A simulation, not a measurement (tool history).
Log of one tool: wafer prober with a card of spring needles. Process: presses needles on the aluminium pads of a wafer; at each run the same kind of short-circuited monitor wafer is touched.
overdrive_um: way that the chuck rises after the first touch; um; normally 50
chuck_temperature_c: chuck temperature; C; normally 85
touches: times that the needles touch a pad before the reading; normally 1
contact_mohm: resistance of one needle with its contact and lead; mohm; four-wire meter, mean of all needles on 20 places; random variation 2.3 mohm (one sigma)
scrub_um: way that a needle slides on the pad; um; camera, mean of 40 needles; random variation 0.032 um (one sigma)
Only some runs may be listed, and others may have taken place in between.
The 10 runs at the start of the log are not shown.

{"hour": 156.0, "done": "tips cleaned on abrasive film"}
{"run": 11, "hour": 158.3, "overdrive_um": 50, "chuck_temperature_c": 85, "touches": 1, "contact_mohm": 255, "scrub_um": 7.41}
{"run": 12, "hour": 177.4, "overdrive_um": 50, "chuck_temperature_c": 85, "touches": 1, "contact_mohm": 255, "scrub_um": 7.44}
{"hour": 179.6, "done": "tips cleaned on abrasive film"}
{"run": 13, "hour": 200.3, "overdrive_um": 50, "chuck_temperature_c": 85, "touches": 1, "contact_mohm": 256, "scrub_um": 7.42}
{"hour": 202.4, "done": "tips cleaned on abrasive film"}
{"run": 14, "hour": 222.9, "overdrive_um": 50, "chuck_temperature_c": 85, "touches": 1, "contact_mohm": 250, "scrub_um": 7.39}
{"hour": 225.2, "done": "tips cleaned on abrasive film"}
{"run": 15, "hour": 232.8, "overdrive_um": 50, "chuck_temperature_c": 85, "touches": 1, "contact_mohm": 256, "scrub_um": 7.35}
{"hour": 247.5, "done": "tips cleaned on abrasive film"}
{"run": 16, "hour": 247.7, "overdrive_um": 61, "chuck_temperature_c": 85, "touches": 1, "contact_mohm": 250, "scrub_um": 9.09}
{"run": 17, "hour": 259.9, "overdrive_um": 61, "chuck_temperature_c": 85, "touches": 1, "contact_mohm": 252, "scrub_um": 9.11}
{"hour": 269.7, "done": "tips cleaned on abrasive film"}
{"run": 18, "hour": 272.4, "overdrive_um": 47, "chuck_temperature_c": 85, "touches": 1, "contact_mohm": 253, "scrub_um": 6.98}
{"run": 19, "hour": 284.2, "overdrive_um": 50, "chuck_temperature_c": 68, "touches": 1, "contact_mohm": 249, "scrub_um": 7.4}
{"hour": 292.1, "done": "tips cleaned on abrasive film"}
{"run": 20, "hour": 301.1, "overdrive_um": 64, "chuck_temperature_c": 27, "touches": 2, "contact_mohm": 239, "scrub_um": 9.48}
{"hour": 314.4, "done": "tips cleaned on abrasive film"}
{"run": 21, "hour": 324.6, "overdrive_um": 40, "chuck_temperature_c": 85, "touches": 3, "contact_mohm": 252, "scrub_um": 5.93}
{"run": 22, "hour": 335.8, "overdrive_um": 40, "chuck_temperature_c": 85, "touches": 3, "contact_mohm": 257, "scrub_um": 5.96}
{"hour": 337.1, "done": "tips cleaned on abrasive film"}
{"run": 23, "hour": 350.2, "overdrive_um": 36, "chuck_temperature_c": 110, "touches": 1, "contact_mohm": 261, "scrub_um": 5.36}
{"hour": 360.0, "done": "tips cleaned on abrasive film"}
{"run": 24, "hour": 367.9, "overdrive_um": 60, "chuck_temperature_c": 105, "touches": 2, "contact_mohm": 257, "scrub_um": 8.85}
{"hour": 383.3, "done": "tips cleaned on abrasive film"}
{"run": 25, "hour": 384.0, "overdrive_um": 60, "chuck_temperature_c": 105, "touches": 2, "contact_mohm": 257, "scrub_um": 8.94}
{"run": 26, "hour": 396.4, "overdrive_um": 60, "chuck_temperature_c": 105, "touches": 2, "contact_mohm": 258, "scrub_um": 8.94}
{"hour": 406.6, "done": "tips cleaned on abrasive film"}
{"run": 27, "hour": 416.1, "overdrive_um": 60, "chuck_temperature_c": 105, "touches": 2, "contact_mohm": 256, "scrub_um": 8.92}
{"hour": 429.1, "done": "tips cleaned on abrasive film"}
{"run": 28, "hour": 436.4, "overdrive_um": 57, "chuck_temperature_c": 85, "touches": 1, "contact_mohm": 252, "scrub_um": 8.49}
{"run": 29, "hour": 446.9, "overdrive_um": 57, "chuck_temperature_c": 85, "touches": 1, "contact_mohm": 252, "scrub_um": 8.46}
{"hour": 451.6, "done": "tips cleaned on abrasive film"}
{"run": 30, "hour": 457.4, "overdrive_um": 50, "chuck_temperature_c": 43, "touches": 1, "contact_mohm": 246, "scrub_um": 7.41}
{"hour": 473.9, "done": "tips cleaned on abrasive film"}
{"run": 31, "hour": 479.8, "overdrive_um": 50, "chuck_temperature_c": 43, "touches": 1, "contact_mohm": 245, "scrub_um": 7.38}
{"hour": 496.8, "done": "tips cleaned on abrasive film"}
{"run": 32, "hour": 497.8, "overdrive_um": 54, "chuck_temperature_c": 115, "touches": 1, "contact_mohm": 262, "scrub_um": 8.02}
{"run": 33, "hour": 514.2, "overdrive_um": 54, "chuck_temperature_c": 115, "touches": 1, "contact_mohm": 262, "scrub_um": 8.02}

Here are 4 independent what-if runs from the current tool condition. What would each one return?
{"hour": 519.2, "done": "tips cleaned on abrasive film"}
{"run": "A", "hour": 534.6, "overdrive_um": 49, "chuck_temperature_c": 53, "touches": 2, "contact_mohm": "?", "scrub_um": "?"}
{"hour": 519.2, "done": "tips cleaned on abrasive film"}
{"run": "B", "hour": 534.6, "overdrive_um": 54, "chuck_temperature_c": 115, "touches": 2, "contact_mohm": "?", "scrub_um": "?"}
{"hour": 519.2, "done": "tips cleaned on abrasive film"}
{"run": "C", "hour": 534.6, "overdrive_um": 58, "chuck_temperature_c": 85, "touches": 1, "contact_mohm": "?", "scrub_um": "?"}
{"hour": 519.2, "done": "tips cleaned on abrasive film"}
{"run": "D", "hour": 534.6, "overdrive_um": 50, "chuck_temperature_c": 32, "touches": 2, "contact_mohm": "?", "scrub_um": "?"}

run=A contact_mohm=244 scrub_um=7.24
run=B contact_mohm=259 scrub_um=7.99
run=C contact_mohm=255 scrub_um=8.67
run=D contact_mohm=240 scrub_um=7.43
Without the tool's hidden state the same runs would have given:
run=A contact_mohm=243 scrub_um=7.24
run=B contact_mohm=259 scrub_um=7.99
run=C contact_mohm=254 scrub_um=8.67
run=D contact_mohm=239 scrub_um=7.43
